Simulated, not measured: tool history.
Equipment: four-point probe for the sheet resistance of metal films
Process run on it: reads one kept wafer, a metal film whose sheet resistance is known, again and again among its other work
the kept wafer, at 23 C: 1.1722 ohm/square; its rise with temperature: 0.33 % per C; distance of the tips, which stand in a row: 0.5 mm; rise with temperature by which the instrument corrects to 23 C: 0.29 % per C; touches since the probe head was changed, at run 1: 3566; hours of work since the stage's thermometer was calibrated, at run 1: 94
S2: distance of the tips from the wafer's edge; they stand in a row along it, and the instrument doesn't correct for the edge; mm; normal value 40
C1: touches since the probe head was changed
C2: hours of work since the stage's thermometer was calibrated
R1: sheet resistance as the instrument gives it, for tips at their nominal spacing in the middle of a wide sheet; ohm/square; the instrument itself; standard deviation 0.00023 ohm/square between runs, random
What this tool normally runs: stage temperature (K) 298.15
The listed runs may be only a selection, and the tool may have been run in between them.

Run 1, hour 0: usual settings; C1 3566; C2 94. Result: R1 1.173014 ohm/square.
Run 2, hour 13.5: usual settings but S2 45 mm; C1 3740; C2 100. Result: R1 1.173099 ohm/square.
Run 3, hour 23.8: usual settings but S2 24 mm; C1 3873; C2 104. Result: R1 1.173595 ohm/square.
Run 4, hour 31.8: usual settings but stage temperature (K) 303.15; C1 3975; C2 107. Result: R1 1.175727 ohm/square.
Run 5, hour 44.2: usual settings but stage temperature (K) 296.15; C1 4135; C2 112. Result: R1 1.171982 ohm/square.
Run 6, hour 59.7: usual settings but stage temperature (K) 296.15; C1 4335; C2 119. Result: R1 1.171687 ohm/square.
Run 7, hour 77.2: usual settings but stage temperature (K) 294.15; C1 4560; C2 126. Result: R1 1.171022 ohm/square.
Run 8, hour 93.6: usual settings but S2 5 mm; C1 4772; C2 133. Result: R1 1.179518 ohm/square.
Run 9, hour 102.3: usual settings but S2 5 mm; C1 4884; C2 136. Result: R1 1.179139 ohm/square.
Run 10, hour 112.4: usual settings; C1 5014; C2 141. Result: R1 1.173324 ohm/square.
Run 11, hour 123.5: usual settings; C1 5157; C2 145. Result: R1 1.172678 ohm/square.
Run 12, hour 139.7: usual settings but stage temperature (K) 296.15; C1 5365; C2 152. Result: R1 1.171835 ohm/square.
Run 13, hour 152: usual settings; C1 5524; C2 157. Result: R1 1.173037 ohm/square.
Run 14, hour 169: usual settings; C1 5743; C2 164. Result: R1 1.172757 ohm/square.
Run 15, hour 180.2: usual settings but stage temperature (K) 299.15; C1 5887; C2 169. Result: R1 1.173229 ohm/square.
Run 16, hour 196.4: usual settings but stage temperature (K) 299.15; C1 6097; C2 175. Result: R1 1.173106 ohm/square.
Run 17, hour 211.9: usual settings but stage temperature (K) 299.15; C1 6296; C2 182. Result: R1 1.173044 ohm/square.
Run 18, hour 221.7: usual settings but stage temperature (K) 299.15, S2 39 mm; C1 6423; C2 186. Result: R1 1.173339 ohm/square.
Run 19, hour 231.8: usual settings but stage temperature (K) 299.15, S2 39 mm; C1 6553; C2 190. Result: R1 1.173311 ohm/square.
Run 20, hour 240.8: usual settings but stage temperature (K) 304.15; C1 6668; C2 194. Result: R1 1.176005 ohm/square.
Run 21, hour 250.8: usual settings but stage temperature (K) 304.15; C1 6798; C2 198. Result: R1 1.175888 ohm/square.
Run 22, hour 265.4: usual settings but stage temperature (K) 304.15; C1 6986; C2 204. Result: R1 1.175872 ohm/square.
Run 23, hour 281.4: usual settings but stage temperature (K) 304.15; C1 7191; C2 210. Result: R1 1.175787 ohm/square.
Run 24, hour 296.8: usual settings but stage temperature (K) 304.15; C1 7390; C2 217. Result: R1 1.175316 ohm/square.
Run 25, hour 307.4: usual settings but stage temperature (K) 304.15; C1 7527; C2 221. Result: R1 1.175525 ohm/square.
Run 26, hour 319.5: usual settings but S2 18 mm; C1 7682; C2 226. Result: R1 1.172868 ohm/square.
Run 27, hour 328.3: usual settings but S2 19 mm; C1 7797; C2 230. Result: R1 1.172929 ohm/square.
Run 28, hour 338.3: usual settings but S2 19 mm; C1 7925; C2 234. Result: R1 1.172796 ohm/square.
Run 29, hour 346.6: usual settings but S2 19 mm; C1 8032; C2 237. Result: R1 1.173195 ohm/square.
Run 30, hour 357.1: usual settings but S2 19 mm; C1 8167; C2 242. Result: R1 1.172969 ohm/square.
Run 31, hour 373.4: usual settings but stage temperature (K) 308.15, S2 3 mm; C1 8378; C2 248. Result: R1 1.194689 ohm/square.
Run 32, hour 384.9: usual settings but stage temperature (K) 303.15, S2 57 mm; C1 8526; C2 253. Result: R1 1.174844 ohm/square.
Run 33, hour 398.8: usual settings but stage temperature (K) 292.15, S2 4 mm; C1 8705; C2 259. Result: R1 1.179539 ohm/square.
Run 34, hour 410.5: usual settings but stage temperature (K) 301.15, S2 5 mm; C1 8855; C2 264. Result: R1 1.179826 ohm/square.
Run 35, hour 418.8: usual settings but stage temperature (K) 293.15, S2 4 mm; C1 8962; C2 267. Result: R1 1.179761 ohm/square.
Run 36, hour 434.8: usual settings but S2 5 mm; C1 9169; C2 274. Result: R1 1.178567 ohm/square.
Run 37, hour 442.3: usual settings but S2 5 mm; C1 9265; C2 277. Result: R1 1.178952 ohm/square.
Run 38, hour 452.1: usual settings but stage temperature (K) 305.15, S2 4 mm; C1 9391; C2 281. Result: R1 1.185469 ohm/square.
Run 39, hour 464: usual settings but stage temperature (K) 305.15, S2 19 mm; C1 9545; C2 286. Result: R1 1.175946 ohm/square.
Run 40, hour 476.1: usual settings but stage temperature (K) 293.15, S2 14 mm; C1 9701; C2 291. Result: R1 1.170621 ohm/square.
Run 41, hour 487.8: usual settings but stage temperature (K) 292.15, S2 56 mm; C1 9852; C2 296. Result: R1 1.169244 ohm/square.
Run 42, hour 502.2: usual settings but stage temperature (K) 297.15, S2 16 mm; C1 10037; C2 302. Result: R1 1.172683 ohm/square.
Run 43, hour 517.2: usual settings but stage temperature (K) 297.15, S2 16 mm; C1 10230; C2 308. Result: R1 1.172876 ohm/square.
Run 44, hour 530.9: usual settings but stage temperature (K) 297.15, S2 16 mm; C1 10407; C2 314. Result: R1 1.172631 ohm/square.

Branching from run 44: 5 alternative next runs. What would each branch give?
Run A, hour 547.7: usual settings but stage temperature (K) 292.15, S2 35 mm; C1 10624; C2 321. Result: R1 ?.
Run B, hour 547.7: usual settings but stage temperature (K) 297.15, S2 70 mm; C1 10624; C2 321. Result: R1 ?.
Run C, hour 547.7: usual settings but stage temperature (K) 299.15, S2 16 mm; C1 10624; C2 321. Result: R1 ?.
Run D, hour 547.7: usual settings but stage temperature (K) 306.15, S2 25 mm; C1 10624; C2 321. Result: R1 ?.
Run E, hour 547.7: usual settings but S2 5 mm; C1 10624; C2 321. Result: R1 ?.

run        R1
  A  1.169775
  B  1.171964
  C  1.173196
  D  1.176456
  E  1.178658
With the hidden condition removed and each run's random variation left untouched, the same runs would have given:
run        R1
  A  1.170651
  B  1.172834
  C  1.174065
  D  1.177317
  E  1.179532
